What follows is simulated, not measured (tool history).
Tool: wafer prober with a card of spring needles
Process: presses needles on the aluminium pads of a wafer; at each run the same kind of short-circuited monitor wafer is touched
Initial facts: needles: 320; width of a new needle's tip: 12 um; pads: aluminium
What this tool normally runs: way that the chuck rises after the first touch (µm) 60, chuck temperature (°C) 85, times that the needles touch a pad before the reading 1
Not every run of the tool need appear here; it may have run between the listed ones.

| run | hour | way that the chuck rises after the first touch (µm) | chuck temperature (°C) | times that the needles touch a pad before the reading | resistance of one needle with its contact and lead (mohm) | way that a needle slides on the pad (µm) |
|---|---|---|---|---|---|---|
| 1 | 0 | 60 | 85 | 1 | 163 | 12.03 |
|  | 8.1 | tips cleaned on abrasive film |
|  | 17.6 | tips cleaned on abrasive film |
| 2 | 21.3 | 65 | 85 | 1 | 165 | 12.95 |
|  | 26.6 | tips cleaned on abrasive film |
|  | 35 | tips cleaned on abrasive film |
| 3 | 38.6 | 65 | 85 | 1 | 165 | 13.08 |
|  | 43.5 | tips cleaned on abrasive film |
|  | 52.4 | tips cleaned on abrasive film |
| 4 | 59.5 | 65 | 85 | 1 | 165 | 12.94 |
|  | 61.4 | tips cleaned on abrasive film |
|  | 70.9 | tips cleaned on abrasive film |
| 5 | 71.5 | 60 | 46 | 1 | 156 | 11.94 |
|  | 80.3 | tips cleaned on abrasive film |
| 6 | 84.2 | 60 | 46 | 1 | 156 | 12.01 |
|  | 89.6 | tips cleaned on abrasive film |
|  | 98.6 | tips cleaned on abrasive film |
| 7 | 102 | 51 | 46 | 1 | 160 | 10.09 |
|  | 106.9 | tips cleaned on abrasive film |
|  | 116.5 | tips cleaned on abrasive film |
| 8 | 118.3 | 60 | 85 | 1 | 161 | 11.91 |
|  | 125.6 | tips cleaned on abrasive film |
| 9 | 128 | 60 | 85 | 1 | 164 | 11.88 |
|  | 133.9 | tips cleaned on abrasive film |
|  | 142.6 | tips cleaned on abrasive film |
| 10 | 143.6 | 60 | 85 | 1 | 162 | 11.91 |
|  | 151.3 | tips cleaned on abrasive film |
| 11 | 158.9 | 60 | 85 | 1 | 161 | 11.87 |
|  | 160.6 | tips cleaned on abrasive film |
|  | 169.7 | tips cleaned on abrasive film |
| 12 | 169.7 | 60 | 85 | 1 | 164 | 11.91 |
|  | 178.8 | tips cleaned on abrasive film |
|  | 188 | tips cleaned on abrasive film |
| 13 | 190.6 | 60 | 85 | 1 | 166 | 11.84 |
|  | 197.1 | tips cleaned on abrasive film |
|  | 206.6 | tips cleaned on abrasive film |
| 14 | 211 | 55 | 104 | 3 | 167 | 10.77 |
|  | 215 | tips cleaned on abrasive film |
| 15 | 221.3 | 74 | 85 | 2 | 163 | 14.49 |
|  | 223.5 | tips cleaned on abrasive film |
|  | 231.8 | tips cleaned on abrasive film |
|  | 240.6 | tips cleaned on abrasive film |
| 16 | 240.6 | 80 | 85 | 2 | 162 | 15.81 |
|  | 250.1 | tips cleaned on abrasive film |
| 17 | 254 | 80 | 85 | 2 | 164 | 15.73 |
|  | 258.4 | tips cleaned on abrasive film |
| 18 | 263.3 | 41 | 71 | 2 | 163 | 8.01 |
|  | 265.5 | height of the first contact set anew |
|  | 267.4 | tips cleaned on abrasive film |
|  | 276.9 | tips cleaned on abrasive film |
| 19 | 280.9 | 41 | 71 | 2 | 166 | 8.07 |
|  | 285.9 | tips cleaned on abrasive film |
|  | 294.5 | tips cleaned on abrasive film |
| 20 | 298.1 | 45 | 28 | 1 | 155 | 8.78 |
|  | 303.1 | tips cleaned on abrasive film |
|  | 311.9 | tips cleaned on abrasive film |
|  | 320.3 | tips cleaned on abrasive film |
| 21 | 320.3 | 70 | 85 | 1 | 163 | 13.65 |
|  | 328.6 | tips cleaned on abrasive film |
|  | 338.2 | tips cleaned on abrasive film |
| 22 | 342.2 | 45 | 82 | 1 | 167 | 8.75 |
|  | 346.5 | tips cleaned on abrasive film |
|  | 355.1 | tips cleaned on abrasive film |
| 23 | 356 | 77 | 120 | 1 | 169 | 14.94 |
|  | 364.8 | tips cleaned on abrasive film |
|  | 366.4 | gauge calibrated |
| 24 | 368.9 | 51 | 29 | 1 | 153 | 10.27 |
|  | 373.7 | tips cleaned on abrasive film |
|  | 382.5 | tips cleaned on abrasive film |
| 25 | 384.5 | 51 | 29 | 1 | 154 | 10.22 |

Below are 4 alternative next runs, each starting from the tool's condition after run 25. Predict each:
|  | 391.9 | tips cleaned on abrasive film |
|  | 400.2 | tips cleaned on abrasive film |
| A | 405.9 | 62 | 53 | 2 | ? | ? |
|  | 391.9 | tips cleaned on abrasive film |
|  | 400.2 | tips cleaned on abrasive film |
| B | 405.9 | 76 | 37 | 2 | ? | ? |
|  | 391.9 | tips cleaned on abrasive film |
|  | 400.2 | tips cleaned on abrasive film |
| C | 405.9 | 41 | 60 | 2 | ? | ? |
|  | 391.9 | tips cleaned on abrasive film |
|  | 400.2 | tips cleaned on abrasive film |
| D | 405.9 | 45 | 26 | 2 | ? | ? |

| run | resistance of one needle with its contact and lead (mohm) | way that a needle slides on the pad (µm) |
|---|---|---|
| A | 157 | 12.3 |
| B | 158 | 15.22 |
| C | 164 | 8.22 |
| D | 155 | 9.11 |
With the hidden condition removed and each run's random variation left untouched, the same runs would have given:
| run | resistance of one needle with its contact and lead (mohm) | way that a needle slides on the pad (µm) |
|---|---|---|
| A | 157 | 12.34 |
| B | 158 | 15.27 |
| C | 164 | 8.25 |
| D | 155 | 9.14 |
